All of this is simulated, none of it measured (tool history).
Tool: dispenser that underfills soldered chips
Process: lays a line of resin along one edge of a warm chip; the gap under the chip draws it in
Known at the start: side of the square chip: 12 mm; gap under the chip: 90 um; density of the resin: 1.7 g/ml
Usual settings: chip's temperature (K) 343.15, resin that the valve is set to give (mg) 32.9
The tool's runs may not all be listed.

run,hour,chip's temperature (K),resin that the valve is set to give (mg),time until the resin shows at the far edge (s),resin that the valve gave (mg)
1,0.0,343.15,32.9,107.1,31.26
# hour 4.2: new syringe of resin
2,7.0,343.15,32.9,99.2,30.89
# hour 13.8: new syringe of resin
3,14.1,343.15,36.5,88.9,34.23
4,17.4,343.15,36.5,94.3,34.40
# hour 23.4: new syringe of resin
5,24.8,343.15,36.5,95.1,33.73
6,28.9,343.15,36.5,105.5,33.57
# hour 32.9: new syringe of resin
7,35.6,343.15,36.5,97.7,33.54
# hour 40.7: dispensing valve cleaned and set on the balance
8,41.9,343.15,32.9,111.2,32.87
# hour 43.2: new syringe of resin
9,46.2,343.15,32.9,97.4,32.88
# hour 52.8: new syringe of resin
10,54.3,343.15,32.9,96.3,32.52
11,58.1,343.15,32.9,106.3,32.60
# hour 62.4: new syringe of resin
12,64.4,335.15,32.9,149.8,32.50
13,69.0,343.15,32.9,105.0,32.53
# hour 71.9: new syringe of resin
14,76.8,343.15,32.9,99.7,32.35
# hour 81.3: new syringe of resin
15,81.8,343.15,32.9,92.4,32.23
16,88.3,340.15,32.9,127.0,32.24
# hour 91.0: new syringe of resin
17,91.9,340.15,32.9,116.6,32.13
18,96.7,340.15,32.9,125.8,31.95
# hour 100.3: new syringe of resin
19,102.0,344.15,28.5,97.4,27.21
20,108.9,349.15,28.5,88.5,27.23
# hour 109.8: new syringe of resin
21,114.9,349.15,28.5,82.0,27.28

Run 22 comes next. What will it give?
# hour 119.2: new syringe of resin
22,120.2,328.15,32.9,?,?

Run 22 gave time until the resin shows at the far edge (s) 220.8, resin that the valve gave (mg) 31.35.
Without the tool's hidden state the same run would have given time until the resin shows at the far edge (s) 198.3, resin that the valve gave (mg) 32.80.

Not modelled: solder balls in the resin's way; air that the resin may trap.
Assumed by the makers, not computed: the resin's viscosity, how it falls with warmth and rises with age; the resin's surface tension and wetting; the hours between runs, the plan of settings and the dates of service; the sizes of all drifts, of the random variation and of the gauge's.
